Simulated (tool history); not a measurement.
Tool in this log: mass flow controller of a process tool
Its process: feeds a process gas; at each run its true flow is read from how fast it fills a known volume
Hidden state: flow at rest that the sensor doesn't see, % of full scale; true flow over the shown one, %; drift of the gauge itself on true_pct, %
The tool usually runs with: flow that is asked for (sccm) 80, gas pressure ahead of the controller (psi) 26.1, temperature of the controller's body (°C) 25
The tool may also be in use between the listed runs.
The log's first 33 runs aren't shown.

run,day,flow that is asked for (sccm),gas pressure ahead of the controller (psi),temperature of the controller's body (°C),hours of work since the controller was set to zero,hours of work since the controller was changed,true flow (%)
34,380.038,96,21.0,27,2693,6823,99.23
35,394.746,23,31.9,38,2859,6990,99.47
36,402.321,58,31.9,27,2945,7075,99.53
37,409.083,80,29.9,28,3022,7152,99.40
38,423.508,45,29.9,27,3185,7315,99.30
39,439.804,80,26.3,25,3369,7500,99.25
40,447.425,80,26.3,25,3456,7586,99.48
41,461.008,26,38.4,26,3609,7740,99.27

Alternative continuations, all from the tool just after run 41; predict every row:
A,471.592,122,26.1,25,3729,7860,?
B,471.592,23,24.8,26,3729,7860,?
C,471.592,61,38.4,26,3729,7860,?

run,true flow (%)
A,99.56
B,99.06
C,99.56
Had the tool no hidden state, the same runs would have come out as:
run,true flow (%)
A,99.57
B,99.02
C,99.55
